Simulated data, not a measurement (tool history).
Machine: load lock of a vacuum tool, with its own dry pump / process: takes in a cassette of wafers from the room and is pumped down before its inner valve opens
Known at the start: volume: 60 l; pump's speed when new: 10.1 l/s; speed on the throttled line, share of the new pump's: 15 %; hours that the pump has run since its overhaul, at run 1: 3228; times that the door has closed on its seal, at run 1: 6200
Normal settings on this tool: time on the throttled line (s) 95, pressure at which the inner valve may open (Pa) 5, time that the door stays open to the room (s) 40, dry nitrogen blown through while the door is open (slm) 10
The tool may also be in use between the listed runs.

run	hour	time on the throttled line (s)	pressure at which the inner valve may open (Pa)	time that the door stays open to the room (s)	dry nitrogen blown through while the door is open (slm)	hours that the pump has run since its overhaul	times that the door has closed on its seal	incoming humidity of the room's air, %	time from the closed door until the inner valve may open (s)	rise of the pressure with all valves shut (Pa/min)
1	0.0	95	5	40	10	3228	6200	47.9	142.4	0.046
2	79.3	53	5	40	10	3308	6352	44.5	105.6	0.047
3	129.8	53	5	40	10	3358	6449	44.0	105.9	0.047
4	203.0	95	5	40	10	3431	6590	44.8	141.8	0.046
5	280.1	95	5	40	10	3508	6738	39.6	141.1	0.053
6	373.5	95	5	40	39	3602	6917	44.1	143.0	0.046
7	454.9	95	5	40	39	3683	7073	48.0	142.1	0.043
8	518.5	95	5	40	39	3747	7195	45.1	142.3	0.041
9	575.7	95	5	40	39	3804	7305	39.1	142.8	0.038
10	614.5	135	5	62	25	3843	7380	46.3	175.4	0.047
11	669.9	135	5	62	25	3898	7486	43.0	177.5	0.050
12	763.8	135	5	62	25	3992	7666	47.7	177.8	0.051
13	837.2	95	7	40	8	4066	7807	43.7	140.9	0.059
14	891.0	95	7	40	8	4119	7911	42.5	140.5	0.049
15	961.4	53	9	41	33	4190	8046	47.8	102.8	0.050

What will run 16 give?
16	1054.6	95	5	40	10	4283	8225	44.9	?	?

Run 16 measured time from the closed door until the inner valve may open (s) 142.0, rise of the pressure with all valves shut (Pa/min) 0.052.
If the tool had no hidden condition, the same run with the same run-to-run variation would have returned time from the closed door until the inner valve may open (s) 139.9, rise of the pressure with all valves shut (Pa/min) 0.013.

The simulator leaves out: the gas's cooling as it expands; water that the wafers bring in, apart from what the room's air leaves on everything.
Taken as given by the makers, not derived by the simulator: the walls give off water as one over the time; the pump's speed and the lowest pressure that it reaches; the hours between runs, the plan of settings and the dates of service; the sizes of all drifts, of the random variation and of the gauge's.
